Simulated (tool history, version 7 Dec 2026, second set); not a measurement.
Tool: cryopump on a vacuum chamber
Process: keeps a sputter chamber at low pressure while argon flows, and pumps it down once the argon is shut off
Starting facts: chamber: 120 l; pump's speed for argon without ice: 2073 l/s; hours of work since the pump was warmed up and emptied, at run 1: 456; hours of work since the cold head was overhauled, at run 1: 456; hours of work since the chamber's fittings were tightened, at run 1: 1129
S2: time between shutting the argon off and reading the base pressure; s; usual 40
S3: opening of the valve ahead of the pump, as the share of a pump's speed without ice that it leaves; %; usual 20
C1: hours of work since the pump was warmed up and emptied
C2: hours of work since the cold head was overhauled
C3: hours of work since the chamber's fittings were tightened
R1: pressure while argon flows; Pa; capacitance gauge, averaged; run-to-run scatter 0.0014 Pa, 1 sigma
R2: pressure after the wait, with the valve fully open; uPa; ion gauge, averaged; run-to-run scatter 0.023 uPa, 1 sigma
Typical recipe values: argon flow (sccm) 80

run 1 hour=0.0 | argon_flow_(sccm)=80 S2=40 S3=20 | C1=456 C2=456 C3=1129 | R1=0.3379 R2=1.09
run 2 hour=17.6 | argon_flow_(sccm)=56 S2=40 S3=20 | C1=464 C2=464 C3=1137 | R1=0.2373 R2=1.04
run 3 hour=36.1 | argon_flow_(sccm)=56 S2=40 S3=20 | C1=472 C2=472 C3=1145 | R1=0.2360 R2=1.11
run 4 hour=55.0 | argon_flow_(sccm)=56 S2=40 S3=20 | C1=481 C2=481 C3=1154 | R1=0.2383 R2=1.10
run 5 hour=71.2 | argon_flow_(sccm)=56 S2=54 S3=20 | C1=488 C2=488 C3=1161 | R1=0.2372 R2=0.92
run 6 hour=93.4 | argon_flow_(sccm)=80 S2=40 S3=50 | C1=498 C2=498 C3=1171 | R1=0.1435 R2=1.15
run 7 hour=114.0 | argon_flow_(sccm)=80 S2=40 S3=20 | C1=508 C2=508 C3=1181 | R1=0.3372 R2=1.08
run 8 hour=145.3 | argon_flow_(sccm)=80 S2=40 S3=20 | C1=522 C2=522 C3=1195 | R1=0.3396 R2=1.13
run 9 hour=180.1 | argon_flow_(sccm)=80 S2=29 S3=20 | C1=538 C2=538 C3=1211 | R1=0.3396 R2=1.34
run 10 hour=203.9 | argon_flow_(sccm)=80 S2=40 S3=20 | C1=549 C2=549 C3=1222 | R1=0.3404 R2=1.12
run 11 hour=232.0 | argon_flow_(sccm)=80 S2=40 S3=20 | C1=562 C2=562 C3=1235 | R1=0.3408 R2=1.10
run 12 hour=258.6 | argon_flow_(sccm)=80 S2=40 S3=20 | C1=574 C2=574 C3=1247 | R1=0.3451 R2=1.11
run 13 hour=281.1 | argon_flow_(sccm)=80 S2=40 S3=20 | C1=584 C2=584 C3=1257 | R1=0.3410 R2=1.13
run 14 hour=311.2 | argon_flow_(sccm)=80 S2=40 S3=19 | C1=598 C2=598 C3=1271 | R1=0.3619 R2=1.10
run 15 hour=327.5 | argon_flow_(sccm)=80 S2=40 S3=19 | C1=605 C2=605 C3=1278 | R1=0.3593 R2=1.15
run 16 hour=349.2 | argon_flow_(sccm)=80 S2=40 S3=32 | C1=615 C2=615 C3=1288 | R1=0.2214 R2=1.22
run 17 hour=365.8 | argon_flow_(sccm)=80 S2=40 S3=32 | C1=623 C2=623 C3=1296 | R1=0.2207 R2=1.16
run 18 hour=400.1 | argon_flow_(sccm)=80 S2=30 S3=20 | C1=638 C2=638 C3=1311 | R1=0.3462 R2=1.42
run 19 hour=424.9 | argon_flow_(sccm)=80 S2=33 S3=55 | C1=650 C2=650 C3=1323 | R1=0.1369 R2=1.31
run 20 hour=444.0 | argon_flow_(sccm)=107 S2=33 S3=31 | C1=658 C2=658 C3=1331 | R1=0.3061 R2=1.26
run 21 hour=469.6 | argon_flow_(sccm)=107 S2=33 S3=31 | C1=670 C2=670 C3=1343 | R1=0.3102 R2=1.27
run 22 hour=501.8 | argon_flow_(sccm)=107 S2=33 S3=31 | C1=685 C2=685 C3=1358 | R1=0.3087 R2=1.29
run 23 hour=532.0 | argon_flow_(sccm)=107 S2=33 S3=31 | C1=699 C2=699 C3=1372 | R1=0.3084 R2=1.33
run 24 hour=557.5 | argon_flow_(sccm)=35 S2=40 S3=52 | C1=710 C2=710 C3=1383 | R1=0.0636 R2=1.17
run 25 hour=579.2 | argon_flow_(sccm)=35 S2=40 S3=52 | C1=720 C2=720 C3=1393 | R1=0.0643 R2=1.14
run 26 hour=602.7 | argon_flow_(sccm)=35 S2=40 S3=52 | C1=731 C2=731 C3=1404 | R1=0.0648 R2=1.22
run 27 hour=619.2 | argon_flow_(sccm)=35 S2=40 S3=52 | C1=738 C2=738 C3=1411 | R1=0.0652 R2=1.20
run 28 hour=641.5 | argon_flow_(sccm)=46 S2=40 S3=45 | C1=749 C2=749 C3=1422 | R1=0.0957 R2=1.22
run 29 hour=668.3 | argon_flow_(sccm)=108 S2=59 S3=15 | C1=761 C2=761 C3=1434 | R1=0.6169 R2=0.98
run 30 hour=701.5 | argon_flow_(sccm)=137 S2=39 S3=37 | C1=776 C2=776 C3=1449 | R1=0.3414 R2=1.21
run 31 hour=738.7 | argon_flow_(sccm)=137 S2=39 S3=37 | C1=793 C2=793 C3=1466 | R1=0.3411 R2=1.21
run 32 hour=761.1 | argon_flow_(sccm)=137 S2=39 S3=37 | C1=803 C2=803 C3=1476 | R1=0.3392 R2=1.22
run 33 hour=784.7 | argon_flow_(sccm)=44 S2=40 S3=20 | C1=814 C2=814 C3=1487 | R1=0.1925 R2=1.26

4 ways to go on from here, each from the tool as it stands after run 33. What would each give?
run A hour=812.2 | argon_flow_(sccm)=78 S2=25 S3=19 | C1=826 C2=826 C3=1499 | R1=? R2=?
run B hour=812.2 | argon_flow_(sccm)=124 S2=102 S3=20 | C1=826 C2=826 C3=1499 | R1=? R2=?
run C hour=812.2 | argon_flow_(sccm)=44 S2=32 S3=28 | C1=826 C2=826 C3=1499 | R1=? R2=?
run D hour=812.2 | argon_flow_(sccm)=36 S2=162 S3=20 | C1=826 C2=826 C3=1499 | R1=? R2=?

run=A R1=0.3577 R2=1.62
run=B R1=0.5417 R2=0.83
run=C R1=0.1416 R2=1.34
run=D R1=0.1588 R2=0.73
What these runs would have given with no unlogged condition in the tool:
run=A R1=0.3340 R2=1.20
run=B R1=0.5041 R2=0.41
run=C R1=0.1282 R2=0.92
run=D R1=0.1478 R2=0.30

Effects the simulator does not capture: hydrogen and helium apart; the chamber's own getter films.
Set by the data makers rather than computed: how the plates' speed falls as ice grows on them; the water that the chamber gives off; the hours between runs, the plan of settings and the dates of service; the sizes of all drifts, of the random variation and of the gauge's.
